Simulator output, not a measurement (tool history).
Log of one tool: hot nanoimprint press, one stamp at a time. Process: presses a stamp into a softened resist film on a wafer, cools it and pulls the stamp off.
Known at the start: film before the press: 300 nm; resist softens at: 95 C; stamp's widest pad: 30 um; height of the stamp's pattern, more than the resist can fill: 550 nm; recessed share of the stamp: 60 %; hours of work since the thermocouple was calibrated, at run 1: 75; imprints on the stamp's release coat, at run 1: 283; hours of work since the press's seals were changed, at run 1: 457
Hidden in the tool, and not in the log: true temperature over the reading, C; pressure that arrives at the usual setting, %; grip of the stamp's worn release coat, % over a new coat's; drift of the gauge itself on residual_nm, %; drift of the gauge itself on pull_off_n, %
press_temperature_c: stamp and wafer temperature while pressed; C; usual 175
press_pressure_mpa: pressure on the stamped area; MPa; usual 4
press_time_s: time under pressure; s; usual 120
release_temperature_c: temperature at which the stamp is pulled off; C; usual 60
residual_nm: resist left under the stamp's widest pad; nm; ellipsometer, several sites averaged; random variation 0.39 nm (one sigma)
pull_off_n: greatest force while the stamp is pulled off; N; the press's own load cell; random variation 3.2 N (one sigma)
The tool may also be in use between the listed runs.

| run | hour | press_temperature_c | press_pressure_mpa | press_time_s | release_temperature_c | hours of work since the thermocouple was calibrated | imprints on the stamp's release coat | hours of work since the press's seals were changed | residual_nm | pull_off_n |
|---|---|---|---|---|---|---|---|---|---|---|
| 1 | 0 | 175 | 4 | 120 | 60 | 75 | 283 | 457 | 172.4 | 155 |
| 2 | 24.7 | 175 | 4 | 120 | 60 | 94 | 355 | 476 | 172.9 | 159 |
| 3 | 41.9 | 175 | 4 | 120 | 60 | 108 | 404 | 489 | 172.5 | 152 |
| 4 | 54.8 | 175 | 4 | 120 | 60 | 118 | 441 | 499 | 172.9 | 160 |
| 5 | 77.6 | 175 | 4 | 120 | 60 | 135 | 507 | 517 | 171.5 | 157 |
| 6 | 105.4 | 175 | 4 | 120 | 60 | 157 | 588 | 538 | 172.6 | 153 |
| 7 | 131.7 | 175 | 4 | 62 | 60 | 177 | 664 | 558 | 204.9 | 143 |
| 8 | 152.3 | 175 | 4 | 62 | 60 | 193 | 723 | 574 | 206.4 | 156 |
| 9 | 173.2 | 175 | 4 | 125 | 60 | 209 | 784 | 590 | 169.8 | 154 |
| 10 | 198 | 175 | 4 | 125 | 60 | 228 | 855 | 609 | 169.5 | 155 |
| 11 | 215.4 | 175 | 4 | 125 | 60 | 241 | 905 | 623 | 169.9 | 159 |
| 12 | 235.1 | 175 | 4 | 125 | 60 | 256 | 962 | 638 | 169.7 | 154 |
|  | 250.6 | stamp cleaned and given a new release coat |
| 13 | 266.5 | 175 | 4 | 125 | 60 | 276 | 45 | 657 | 169.5 | 153 |
| 14 | 280 | 175 | 5.14 | 120 | 60 | 286 | 84 | 668 | 150.9 | 147 |
| 15 | 299 | 175 | 5.14 | 120 | 60 | 301 | 139 | 682 | 151.5 | 152 |
| 16 | 323.4 | 175 | 5.14 | 120 | 60 | 319 | 210 | 701 | 151.1 | 151 |
| 17 | 352.3 | 175 | 5.14 | 120 | 60 | 342 | 293 | 723 | 150.4 | 148 |
| 18 | 368.3 | 175 | 5.14 | 120 | 60 | 354 | 339 | 735 | 150.5 | 157 |
| 19 | 389.9 | 175 | 4.96 | 120 | 60 | 371 | 402 | 752 | 153.3 | 150 |
| 20 | 411.1 | 164 | 4.08 | 120 | 50 | 387 | 463 | 768 | 212.5 | 167 |
|  | 430.5 | plate thermocouple calibrated |
| 21 | 439.5 | 175 | 6.13 | 120 | 60 | 7 | 536 | 788 | 137.3 | 153 |
| 22 | 467.4 | 178 | 4 | 77 | 64 | 28 | 617 | 809 | 180.9 | 149 |
| 23 | 494.3 | 185 | 3.24 | 112 | 54 | 49 | 695 | 830 | 155.2 | 164 |
| 24 | 506.6 | 175 | 4.74 | 142 | 56 | 58 | 730 | 839 | 149.1 | 157 |
| 25 | 518.4 | 175 | 4.74 | 142 | 56 | 68 | 764 | 849 | 148.4 | 157 |
| 26 | 547 | 175 | 4.74 | 142 | 56 | 90 | 847 | 871 | 148.7 | 161 |
| 27 | 571.4 | 175 | 3.8 | 171 | 49 | 108 | 917 | 889 | 156.8 | 171 |
| 28 | 593.1 | 175 | 5.56 | 64 | 52 | 125 | 980 | 906 | 174.4 | 166 |
|  | 603.8 | stamp cleaned and given a new release coat |
| 29 | 622.5 | 185 | 5.56 | 142 | 62 | 143 | 54 | 924 | 106.7 | 149 |

The same runs without the tool's hidden state, with the same run-to-run variation:
| run | residual_nm |
|---|---|
| 1 | 172.3 |
| 2 | 173 |
| 3 | 172.8 |
| 4 | 173.2 |
| 5 | 172 |
| 6 | 173.2 |
| 7 | 205.9 |
| 8 | 207.5 |
| 9 | 170.8 |
| 10 | 170.7 |
| 11 | 171.2 |
| 12 | 171.1 |
| 13 | 171.1 |
| 14 | 152.4 |
| 15 | 153.1 |
| 16 | 152.9 |
| 17 | 152.4 |
| 18 | 152.5 |
| 19 | 155.5 |
| 20 | 215.6 |
| 21 | 139.3 |
| 22 | 183.7 |
| 23 | 157.8 |
| 24 | 151.7 |
| 25 | 151 |
| 26 | 151.4 |
| 27 | 159.9 |
| 28 | 178 |
| 29 | 108.9 |
pull_off_n: within 3 N of the measured result in every run.
